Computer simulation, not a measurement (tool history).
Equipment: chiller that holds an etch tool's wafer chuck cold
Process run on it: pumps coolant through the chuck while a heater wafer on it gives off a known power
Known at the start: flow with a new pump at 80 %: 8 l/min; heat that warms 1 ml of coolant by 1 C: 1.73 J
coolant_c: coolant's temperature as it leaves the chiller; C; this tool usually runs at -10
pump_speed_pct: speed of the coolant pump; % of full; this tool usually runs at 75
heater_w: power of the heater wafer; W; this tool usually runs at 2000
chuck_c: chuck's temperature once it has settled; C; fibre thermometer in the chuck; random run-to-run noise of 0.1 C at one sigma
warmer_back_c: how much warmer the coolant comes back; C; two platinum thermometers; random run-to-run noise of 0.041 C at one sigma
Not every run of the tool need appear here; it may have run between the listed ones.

run 1 day=0.000 | coolant_c=-10 pump_speed_pct=75 heater_w=2000 | chuck_c=8.5 warmer_back_c=9.33
run 2 day=0.854 | coolant_c=-10 pump_speed_pct=78 heater_w=2000 | chuck_c=8.0 warmer_back_c=8.98
run 3 day=1.817 | coolant_c=-10 pump_speed_pct=75 heater_w=2000 | chuck_c=8.8 warmer_back_c=9.30
run 4 day=2.750 | coolant_c=-10 pump_speed_pct=75 heater_w=1172 | chuck_c=1.0 warmer_back_c=5.47
run 5 day=3.875 | coolant_c=-10 pump_speed_pct=75 heater_w=1172 | chuck_c=1.0 warmer_back_c=5.50
run 6 day=4.483 | coolant_c=-15 pump_speed_pct=75 heater_w=1172 | chuck_c=-4.0 warmer_back_c=5.47
run 7 day=5.388 | coolant_c=-15 pump_speed_pct=75 heater_w=1172 | chuck_c=-4.1 warmer_back_c=5.51
run 8 day=6.458 | coolant_c=-10 pump_speed_pct=75 heater_w=1411 | chuck_c=3.3 warmer_back_c=6.57
run 9 day=7.779 | coolant_c=-10 pump_speed_pct=75 heater_w=2000 | chuck_c=8.9 warmer_back_c=9.36
run 10 day=8.479 | coolant_c=-10 pump_speed_pct=75 heater_w=2000 | chuck_c=8.8 warmer_back_c=9.40
run 11 day=9.167 | coolant_c=-10 pump_speed_pct=75 heater_w=2000 | chuck_c=8.8 warmer_back_c=9.41
run 12 day=9.958 | coolant_c=-10 pump_speed_pct=67 heater_w=2000 | chuck_c=10.1 warmer_back_c=10.58
run 13 day=10.838 | coolant_c=-10 pump_speed_pct=75 heater_w=2000 | chuck_c=8.6 warmer_back_c=9.44
run 14 day=11.562 | coolant_c=-10 pump_speed_pct=75 heater_w=2000 | chuck_c=8.6 warmer_back_c=9.43
run 15 day=12.858 | coolant_c=-10 pump_speed_pct=75 heater_w=2000 | chuck_c=8.5 warmer_back_c=9.50

The next listed run, before its measurement:
run 16 day=14.117 | coolant_c=-10 pump_speed_pct=75 heater_w=2000 | chuck_c=? warmer_back_c=?

{"run 16": {"chuck_c": 8.9, "warmer_back_c": 9.48}}
Were there no unlogged condition in the tool, this run, its random variation unchanged, would have produced chuck_c 8.9 C, warmer_back_c 9.28 C.

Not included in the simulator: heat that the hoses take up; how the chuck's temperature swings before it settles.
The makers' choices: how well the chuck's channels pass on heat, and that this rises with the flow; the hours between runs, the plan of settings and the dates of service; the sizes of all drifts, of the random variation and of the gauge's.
